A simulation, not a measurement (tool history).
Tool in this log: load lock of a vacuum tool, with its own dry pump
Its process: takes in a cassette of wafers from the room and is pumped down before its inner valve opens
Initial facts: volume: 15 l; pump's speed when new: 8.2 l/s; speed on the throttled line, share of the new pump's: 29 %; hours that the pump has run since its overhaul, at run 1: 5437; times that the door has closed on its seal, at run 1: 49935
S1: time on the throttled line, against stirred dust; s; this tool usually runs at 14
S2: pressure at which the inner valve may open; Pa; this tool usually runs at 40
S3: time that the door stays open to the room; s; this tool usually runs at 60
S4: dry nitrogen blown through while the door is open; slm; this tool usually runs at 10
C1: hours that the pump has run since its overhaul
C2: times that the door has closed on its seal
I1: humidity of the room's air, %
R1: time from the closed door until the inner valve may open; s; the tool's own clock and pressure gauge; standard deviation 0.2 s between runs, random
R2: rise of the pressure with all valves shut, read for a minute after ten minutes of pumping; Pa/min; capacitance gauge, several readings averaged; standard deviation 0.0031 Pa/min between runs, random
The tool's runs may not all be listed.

{"run": 1, "day": 0.0, "S1": 14, "S2": 40, "S3": 60, "S4": 10, "C1": 5437, "C2": 49935, "I1": 45.7, "R1": 24.6, "R2": 0.364}
{"run": 2, "day": 7.25, "S1": 14, "S2": 40, "S3": 60, "S4": 10, "C1": 5611, "C2": 50579, "I1": 45.9, "R1": 25, "R2": 0.375}
{"run": 3, "day": 15.225, "S1": 14, "S2": 40, "S3": 60, "S4": 10, "C1": 5802, "C2": 51286, "I1": 45.8, "R1": 25, "R2": 0.377}
{"run": 4, "day": 20.954, "S1": 14, "S2": 40, "S3": 35, "S4": 10, "C1": 5940, "C2": 51795, "I1": 45.3, "R1": 25.1, "R2": 0.383}
{"run": 5, "day": 26.046, "S1": 14, "S2": 40, "S3": 35, "S4": 10, "C1": 6062, "C2": 52246, "I1": 46.1, "R1": 24.8, "R2": 0.383}
{"run": 6, "day": 33.7, "S1": 16, "S2": 40, "S3": 60, "S4": 10, "C1": 6246, "C2": 52926, "I1": 41.9, "R1": 26.3, "R2": 0.394}
{"run": 7, "day": 41.971, "S1": 16, "S2": 40, "S3": 60, "S4": 10, "C1": 6444, "C2": 53660, "I1": 42.8, "R1": 26.5, "R2": 0.405}
{"run": 8, "day": 50.725, "S1": 16, "S2": 40, "S3": 60, "S4": 10, "C1": 6655, "C2": 54436, "I1": 42.6, "R1": 26.5, "R2": 0.416}
{"run": 9, "day": 56.762, "S1": 14, "S2": 40, "S3": 60, "S4": 10, "C1": 6799, "C2": 54972, "I1": 42.9, "R1": 25.3, "R2": 0.411}
{"run": 10, "day": 64.646, "S1": 25, "S2": 40, "S3": 60, "S4": 10, "C1": 6989, "C2": 55672, "I1": 47, "R1": 32.9, "R2": 0.432}
{"run": 11, "day": 71.417, "S1": 25, "S2": 40, "S3": 60, "S4": 10, "C1": 7151, "C2": 56272, "I1": 45.6, "R1": 32.5, "R2": 0.439}
{"run": 12, "day": 79.721, "S1": 25, "S2": 40, "S3": 60, "S4": 10, "C1": 7350, "C2": 57009, "I1": 44.8, "R1": 32.9, "R2": 0.444}
{"run": 13, "day": 85.2, "S1": 25, "S2": 40, "S3": 60, "S4": 10, "C1": 7482, "C2": 57495, "I1": 46.2, "R1": 33.1, "R2": 0.444}
{"run": 14, "day": 94.512, "S1": 25, "S2": 40, "S3": 60, "S4": 10, "C1": 7705, "C2": 58322, "I1": 45.9, "R1": 32.6, "R2": 0.462}
{"run": 15, "day": 105.492, "S1": 14, "S2": 40, "S3": 60, "S4": 10, "C1": 7969, "C2": 59296, "I1": 43.6, "R1": 24.9, "R2": 0.466}
{"run": 16, "day": 111.396, "S1": 20, "S2": 40, "S3": 60, "S4": 10, "C1": 8111, "C2": 59820, "I1": 42.3, "R1": 28.8, "R2": 0.471}
{"run": 17, "day": 120.692, "S1": 14, "S2": 40, "S3": 60, "S4": 10, "C1": 8334, "C2": 60645, "I1": 46.3, "R1": 25.2, "R2": 0.487}
{"run": 18, "day": 128.867, "S1": 14, "S2": 40, "S3": 60, "S4": 10, "C1": 8530, "C2": 61370, "I1": 45.2, "R1": 25.1, "R2": 0.496}
{"run": 19, "day": 136.867, "S1": 14, "S2": 40, "S3": 60, "S4": 10, "C1": 8722, "C2": 62080, "I1": 47.3, "R1": 25.2, "R2": 0.518}
{"run": 20, "day": 145.5, "S1": 14, "S2": 40, "S3": 60, "S4": 10, "C1": 8929, "C2": 62846, "I1": 46.4, "R1": 24.9, "R2": 0.522}
{"run": 21, "day": 153.4, "S1": 8, "S2": 40, "S3": 60, "S4": 9, "C1": 9119, "C2": 63547, "I1": 44.9, "R1": 20.5, "R2": 0.524}
{"run": 22, "day": 164.125, "S1": 8, "S2": 40, "S3": 60, "S4": 9, "C1": 9376, "C2": 64499, "I1": 46.9, "R1": 20.9, "R2": 0.538}
{"run": 23, "day": 170.075, "S1": 8, "S2": 40, "S3": 60, "S4": 9, "C1": 9519, "C2": 65027, "I1": 44.1, "R1": 21, "R2": 0.535}
{"run": 24, "day": 179.383, "S1": 15, "S2": 68, "S3": 172, "S4": 15, "C1": 9742, "C2": 65853, "I1": 40.9, "R1": 24.9, "R2": 0.561}
{"run": 25, "day": 184.654, "S1": 16, "S2": 56, "S3": 238, "S4": 41, "C1": 9869, "C2": 66320, "I1": 47.4, "R1": 25.7, "R2": 0.543}
{"day": 192.883, "done": "door's seal changed, seat wiped"}
{"run": 26, "day": 195.804, "S1": 14, "S2": 74, "S3": 208, "S4": 21, "C1": 10135, "C2": 259, "I1": 46.7, "R1": 23.8, "R2": 0.066}
{"run": 27, "day": 205.704, "S1": 10, "S2": 30, "S3": 60, "S4": 20, "C1": 10373, "C2": 1138, "I1": 44.8, "R1": 22.6, "R2": 0.046}
{"run": 28, "day": 214.554, "S1": 10, "S2": 30, "S3": 88, "S4": 9, "C1": 10585, "C2": 1923, "I1": 46.9, "R1": 23, "R2": 0.081}
{"run": 29, "day": 224.892, "S1": 10, "S2": 30, "S3": 88, "S4": 9, "C1": 10833, "C2": 2840, "I1": 44.3, "R1": 22.5, "R2": 0.076}
{"run": 30, "day": 235.879, "S1": 9, "S2": 67, "S3": 60, "S4": 9, "C1": 11097, "C2": 3815, "I1": 44.8, "R1": 20.7, "R2": 0.072}
{"run": 31, "day": 243.571, "S1": 9, "S2": 67, "S3": 60, "S4": 9, "C1": 11281, "C2": 4498, "I1": 47.7, "R1": 20.7, "R2": 0.079}
{"run": 32, "day": 253.867, "S1": 9, "S2": 67, "S3": 167, "S4": 9, "C1": 11528, "C2": 5411, "I1": 46.8, "R1": 20.8, "R2": 0.108}
{"run": 33, "day": 258.417, "S1": 9, "S2": 67, "S3": 167, "S4": 9, "C1": 11638, "C2": 5815, "I1": 46, "R1": 20.8, "R2": 0.109}
{"run": 34, "day": 265.692, "S1": 9, "S2": 67, "S3": 167, "S4": 9, "C1": 11812, "C2": 6460, "I1": 42.1, "R1": 20.8, "R2": 0.096}
{"run": 35, "day": 274.021, "S1": 20, "S2": 49, "S3": 187, "S4": 9, "C1": 12012, "C2": 7199, "I1": 44.9, "R1": 29.2, "R2": 0.117}
{"run": 36, "day": 283.654, "S1": 20, "S2": 49, "S3": 187, "S4": 9, "C1": 12243, "C2": 8054, "I1": 45.7, "R1": 29.4, "R2": 0.125}
{"run": 37, "day": 293.733, "S1": 20, "S2": 49, "S3": 116, "S4": 9, "C1": 12485, "C2": 8949, "I1": 44.7, "R1": 29.1, "R2": 0.104}
{"run": 38, "day": 304.479, "S1": 16, "S2": 34, "S3": 126, "S4": 9, "C1": 12743, "C2": 9902, "I1": 46.8, "R1": 27.3, "R2": 0.116}

3 ways to go on from here, each from the tool as it stands after run 38. What would each give?
{"run": "A", "day": 310.521, "S1": 14, "S2": 54, "S3": 60, "S4": 10, "C1": 12888, "C2": 10438, "I1": 42.5, "R1": "?", "R2": "?"}
{"run": "B", "day": 310.521, "S1": 9, "S2": 40, "S3": 60, "S4": 10, "C1": 12888, "C2": 10438, "I1": 43.3, "R1": "?", "R2": "?"}
{"run": "C", "day": 310.521, "S1": 16, "S2": 34, "S3": 234, "S4": 9, "C1": 12888, "C2": 10438, "I1": 45.5, "R1": "?", "R2": "?"}

run=A R1=24.8 R2=0.089
run=B R1=21.7 R2=0.095
run=C R1=26.9 R2=0.129
Take away the tool's hidden state, keep each run's random variation, and the runs would have read:
run=A R1=23.9 R2=0.055
run=B R1=20.6 R2=0.061
run=C R1=25.9 R2=0.096
